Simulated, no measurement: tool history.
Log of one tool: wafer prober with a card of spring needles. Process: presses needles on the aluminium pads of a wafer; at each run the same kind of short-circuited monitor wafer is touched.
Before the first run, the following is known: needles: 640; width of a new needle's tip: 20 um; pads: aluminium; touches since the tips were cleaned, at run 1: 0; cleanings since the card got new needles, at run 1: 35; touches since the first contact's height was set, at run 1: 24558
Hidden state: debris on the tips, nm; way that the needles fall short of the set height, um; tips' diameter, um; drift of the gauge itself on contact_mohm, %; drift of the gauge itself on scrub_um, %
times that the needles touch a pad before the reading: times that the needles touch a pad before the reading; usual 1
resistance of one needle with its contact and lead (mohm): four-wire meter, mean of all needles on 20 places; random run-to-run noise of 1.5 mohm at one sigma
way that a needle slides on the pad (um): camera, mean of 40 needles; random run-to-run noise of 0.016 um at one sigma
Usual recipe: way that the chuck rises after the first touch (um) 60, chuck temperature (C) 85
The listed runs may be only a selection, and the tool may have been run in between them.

| run | day | way that the chuck rises after the first touch (um) | chuck temperature (C) | times that the needles touch a pad before the reading | touches since the tips were cleaned | cleanings since the card got new needles | touches since the first contact's height was set | resistance of one needle with its contact and lead (mohm) | way that a needle slides on the pad (um) |
|---|---|---|---|---|---|---|---|---|---|
| 1 | 0.000 | 60 | 85 | 1 | 0 | 35 | 24558 | 133 | 8.32 |
|  | 0.388 | tips cleaned on abrasive film |
| 2 | 0.433 | 67 | 85 | 1 | 547 | 36 | 29526 | 133 | 9.27 |
|  | 0.771 | tips cleaned on abrasive film |
| 3 | 0.838 | 67 | 85 | 1 | 785 | 37 | 34138 | 135 | 9.30 |
| 4 | 1.075 | 67 | 85 | 1 | 3497 | 37 | 36850 | 135 | 9.27 |
|  | 1.150 | tips cleaned on abrasive film |
| 5 | 1.512 | 67 | 85 | 1 | 4158 | 38 | 41846 | 135 | 9.27 |
|  | 1.550 | tips cleaned on abrasive film |
| 6 | 1.721 | 45 | 85 | 1 | 1991 | 39 | 44209 | 136 | 6.24 |
|  | 1.933 | tips cleaned on abrasive film |
| 7 | 1.983 | 45 | 85 | 1 | 560 | 40 | 47173 | 140 | 6.21 |
| 8 | 2.275 | 45 | 85 | 1 | 3934 | 40 | 50547 | 140 | 6.20 |
|  | 2.321 | tips cleaned on abrasive film |
| 9 | 2.604 | 60 | 85 | 1 | 3238 | 41 | 54277 | 136 | 8.28 |
|  | 2.712 | tips cleaned on abrasive film |
| 10 | 3.004 | 60 | 85 | 1 | 3367 | 42 | 58874 | 135 | 8.23 |
|  | 3.108 | tips cleaned on abrasive film |
| 11 | 3.300 | 60 | 85 | 1 | 2212 | 43 | 62240 | 136 | 8.24 |
|  | 3.496 | tips cleaned on abrasive film |
| 12 | 3.658 | 70 | 85 | 1 | 1861 | 44 | 66277 | 133 | 9.63 |
|  | 3.900 | tips cleaned on abrasive film |
| 13 | 3.958 | 70 | 85 | 1 | 680 | 45 | 69704 | 137 | 9.61 |
|  | 4.283 | tips cleaned on abrasive film |
| 14 | 4.362 | 70 | 85 | 1 | 898 | 46 | 74309 | 132 | 9.61 |
| 15 | 4.646 | 70 | 85 | 1 | 4190 | 46 | 77601 | 132 | 9.60 |
|  | 4.683 | tips cleaned on abrasive film |
| 16 | 5.054 | 70 | 85 | 1 | 4261 | 47 | 82244 | 135 | 9.57 |
|  | 5.083 | tips cleaned on abrasive film |
| 17 | 5.317 | 70 | 85 | 1 | 2700 | 48 | 85228 | 136 | 9.58 |
|  | 5.479 | tips cleaned on abrasive film |
| 18 | 5.646 | 51 | 47 | 1 | 1906 | 49 | 88961 | 131 | 6.98 |
| 19 | 5.854 | 51 | 66 | 3 | 4324 | 49 | 91379 | 134 | 6.97 |
|  | 5.883 | tips cleaned on abrasive film |
| 20 | 6.158 | 78 | 86 | 1 | 3198 | 50 | 94838 | 133 | 10.65 |
|  | 6.279 | tips cleaned on abrasive film |
| 21 | 6.550 | 78 | 86 | 1 | 3112 | 51 | 99292 | 133 | 10.63 |
|  | 6.688 | tips cleaned on abrasive film |
| 22 | 6.842 | 52 | 85 | 1 | 1795 | 52 | 102611 | 137 | 7.10 |
|  | 7.092 | tips cleaned on abrasive film |
| 23 | 7.246 | 60 | 49 | 2 | 1778 | 53 | 107210 | 129 | 8.18 |
|  | 7.479 | tips cleaned on abrasive film |
| 24 | 7.525 | 50 | 26 | 1 | 539 | 54 | 110393 | 129 | 6.83 |
| 25 | 7.833 | 50 | 26 | 1 | 4099 | 54 | 113953 | 128 | 6.81 |
|  | 7.867 | tips cleaned on abrasive film |
| 26 | 8.046 | 61 | 85 | 2 | 2046 | 55 | 116351 | 138 | 8.29 |
|  | 8.254 | tips cleaned on abrasive film |
| 27 | 8.425 | 46 | 85 | 2 | 1973 | 56 | 120685 | 138 | 6.24 |
|  | 8.646 | tips cleaned on abrasive film |
| 28 | 8.725 | 60 | 85 | 3 | 924 | 57 | 124091 | 134 | 8.15 |
| 29 | 8.962 | 60 | 29 | 2 | 3668 | 57 | 126835 | 125 | 8.14 |
|  | 9.033 | tips cleaned on abrasive film |
| 30 | 9.325 | 60 | 32 | 2 | 3356 | 58 | 130953 | 130 | 8.15 |
|  | 9.425 | tips cleaned on abrasive film |
| 31 | 9.529 | 60 | 32 | 2 | 1166 | 59 | 133242 | 126 | 8.14 |
|  | 9.804 | tips cleaned on abrasive film |
| 32 | 9.804 | 60 | 31 | 1 | 0 | 60 | 136407 | 127 | 8.11 |
|  | 10.208 | tips cleaned on abrasive film |
| 33 | 10.217 | 62 | 35 | 2 | 91 | 61 | 141070 | 128 | 8.38 |
| 34 | 10.546 | 60 | 85 | 2 | 3925 | 61 | 144904 | 136 | 8.13 |

Some steps in way that a needle slides on the pad (um) between neighbouring runs. How much of each would the tool show without its hidden state too (settings, what came in, random variation), and how much is left for the hidden state, with any gauge scatter that isn't in both results?
Run 5 -> 6: way that the chuck rises after the first touch (um) 67 -> 45, tips cleaned on abrasive film. way that a needle slides on the pad (um) -3.03: hidden state +0.01, all else -3.04.
Run 19 -> 20: way that the chuck rises after the first touch (um) 51 -> 78, chuck temperature (C) 66 -> 86, times that the needles touch a pad before the reading 3 -> 1, tips cleaned on abrasive film. way that a needle slides on the pad (um) +3.68: hidden state -0.06, all else +3.74.
Run 21 -> 22: way that the chuck rises after the first touch (um) 78 -> 52, chuck temperature (C) 86 -> 85, tips cleaned on abrasive film. way that a needle slides on the pad (um) -3.53: hidden state +0.06, all else -3.59.
Run 25 -> 26: way that the chuck rises after the first touch (um) 50 -> 61, chuck temperature (C) 26 -> 85, times that the needles touch a pad before the reading 1 -> 2, tips cleaned on abrasive film. way that a needle slides on the pad (um) +1.48: hidden state -0.05, all else +1.53.
